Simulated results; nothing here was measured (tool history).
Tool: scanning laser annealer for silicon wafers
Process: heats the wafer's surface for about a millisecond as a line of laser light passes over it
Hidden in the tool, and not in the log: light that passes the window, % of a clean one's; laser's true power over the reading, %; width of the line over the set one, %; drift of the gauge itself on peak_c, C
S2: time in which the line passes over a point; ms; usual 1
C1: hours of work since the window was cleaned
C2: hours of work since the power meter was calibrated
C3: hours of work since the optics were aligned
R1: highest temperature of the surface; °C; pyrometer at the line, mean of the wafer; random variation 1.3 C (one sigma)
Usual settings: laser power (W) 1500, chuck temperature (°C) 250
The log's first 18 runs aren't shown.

{"run": 19, "hour": 275.0, "laser power (W)": 1500, "S2": 1, "chuck temperature (°C)": 250, "C1": 271, "C2": 576, "C3": 230, "R1": 1003}
{"run": 20, "hour": 294.7, "laser power (W)": 1500, "S2": 1, "chuck temperature (°C)": 250, "C1": 284, "C2": 589, "C3": 243, "R1": 1005}
{"run": 21, "hour": 309.4, "laser power (W)": 1591, "S2": 0.91, "chuck temperature (°C)": 248, "C1": 293, "C2": 598, "C3": 253, "R1": 1008}
{"run": 22, "hour": 318.9, "laser power (W)": 1591, "S2": 1.02, "chuck temperature (°C)": 254, "C1": 299, "C2": 605, "C3": 259, "R1": 1060}
{"run": 23, "hour": 336.8, "laser power (W)": 1307, "S2": 0.8, "chuck temperature (°C)": 277, "C1": 311, "C2": 616, "C3": 271, "R1": 865}
{"run": 24, "hour": 354.2, "laser power (W)": 1431, "S2": 1, "chuck temperature (°C)": 244, "C1": 323, "C2": 628, "C3": 282, "R1": 965}
{"run": 25, "hour": 366.1, "laser power (W)": 1431, "S2": 1, "chuck temperature (°C)": 244, "C1": 330, "C2": 635, "C3": 290, "R1": 966}
{"run": 26, "hour": 378.8, "laser power (W)": 1611, "S2": 0.9, "chuck temperature (°C)": 278, "C1": 339, "C2": 644, "C3": 298, "R1": 1041}
{"run": 27, "hour": 389.8, "laser power (W)": 1611, "S2": 0.9, "chuck temperature (°C)": 278, "C1": 346, "C2": 651, "C3": 306, "R1": 1042}
{"run": 28, "hour": 398.6, "laser power (W)": 1280, "S2": 0.9, "chuck temperature (°C)": 278, "C1": 352, "C2": 657, "C3": 311, "R1": 890}
{"run": 29, "hour": 415.9, "laser power (W)": 1291, "S2": 0.72, "chuck temperature (°C)": 250, "C1": 363, "C2": 668, "C3": 323, "R1": 798}
{"run": 30, "hour": 427.8, "laser power (W)": 1291, "S2": 0.72, "chuck temperature (°C)": 250, "C1": 371, "C2": 676, "C3": 330, "R1": 797}
{"run": 31, "hour": 449.2, "laser power (W)": 1500, "S2": 0.92, "chuck temperature (°C)": 250, "C1": 385, "C2": 690, "C3": 344, "R1": 971}
{"run": 32, "hour": 461.2, "laser power (W)": 1575, "S2": 1.21, "chuck temperature (°C)": 250, "C1": 393, "C2": 698, "C3": 352, "R1": 1121}
{"run": 33, "hour": 478.7, "laser power (W)": 1556, "S2": 1.05, "chuck temperature (°C)": 211, "C1": 404, "C2": 709, "C3": 364, "R1": 1007}
{"run": 34, "hour": 499.7, "laser power (W)": 1556, "S2": 1.05, "chuck temperature (°C)": 211, "C1": 418, "C2": 723, "C3": 378, "R1": 1006}
{"run": 35, "hour": 512.1, "laser power (W)": 1556, "S2": 0.95, "chuck temperature (°C)": 285, "C1": 426, "C2": 731, "C3": 386, "R1": 1037}
{"run": 36, "hour": 529.9, "laser power (W)": 1502, "S2": 1, "chuck temperature (°C)": 250, "C1": 438, "C2": 743, "C3": 397, "R1": 1001}
{"run": 37, "hour": 541.6, "laser power (W)": 1502, "S2": 0.71, "chuck temperature (°C)": 254, "C1": 445, "C2": 750, "C3": 405, "R1": 878}
{"run": 38, "hour": 554.3, "laser power (W)": 1526, "S2": 0.71, "chuck temperature (°C)": 254, "C1": 454, "C2": 759, "C3": 413, "R1": 891}
{"run": 39, "hour": 570.1, "laser power (W)": 1526, "S2": 0.71, "chuck temperature (°C)": 254, "C1": 464, "C2": 769, "C3": 424, "R1": 889}
{"run": 40, "hour": 585.6, "laser power (W)": 1291, "S2": 0.74, "chuck temperature (°C)": 269, "C1": 474, "C2": 779, "C3": 434, "R1": 819}

Forecast each of these 5 alternatives for the next run:
{"run": "A", "hour": 602.2, "laser power (W)": 1548, "S2": 1, "chuck temperature (°C)": 264, "C1": 485, "C2": 790, "C3": 445, "R1": "?"}
{"run": "B", "hour": 602.2, "laser power (W)": 1328, "S2": 1, "chuck temperature (°C)": 245, "C1": 485, "C2": 790, "C3": 445, "R1": "?"}
{"run": "C", "hour": 602.2, "laser power (W)": 1439, "S2": 0.74, "chuck temperature (°C)": 267, "C1": 485, "C2": 790, "C3": 445, "R1": "?"}
{"run": "D", "hour": 602.2, "laser power (W)": 1291, "S2": 1.12, "chuck temperature (°C)": 214, "C1": 485, "C2": 790, "C3": 445, "R1": "?"}
{"run": "E", "hour": 602.2, "laser power (W)": 1466, "S2": 1.15, "chuck temperature (°C)": 241, "C1": 485, "C2": 790, "C3": 445, "R1": "?"}

run=A R1=1034
run=B R1=911
run=C R1=878
run=D R1=900
run=E R1=1029
Without the tool's hidden state the same runs would have given:
run=A R1=1050
run=B R1=926
run=C R1=892
run=D R1=915
run=E R1=1046

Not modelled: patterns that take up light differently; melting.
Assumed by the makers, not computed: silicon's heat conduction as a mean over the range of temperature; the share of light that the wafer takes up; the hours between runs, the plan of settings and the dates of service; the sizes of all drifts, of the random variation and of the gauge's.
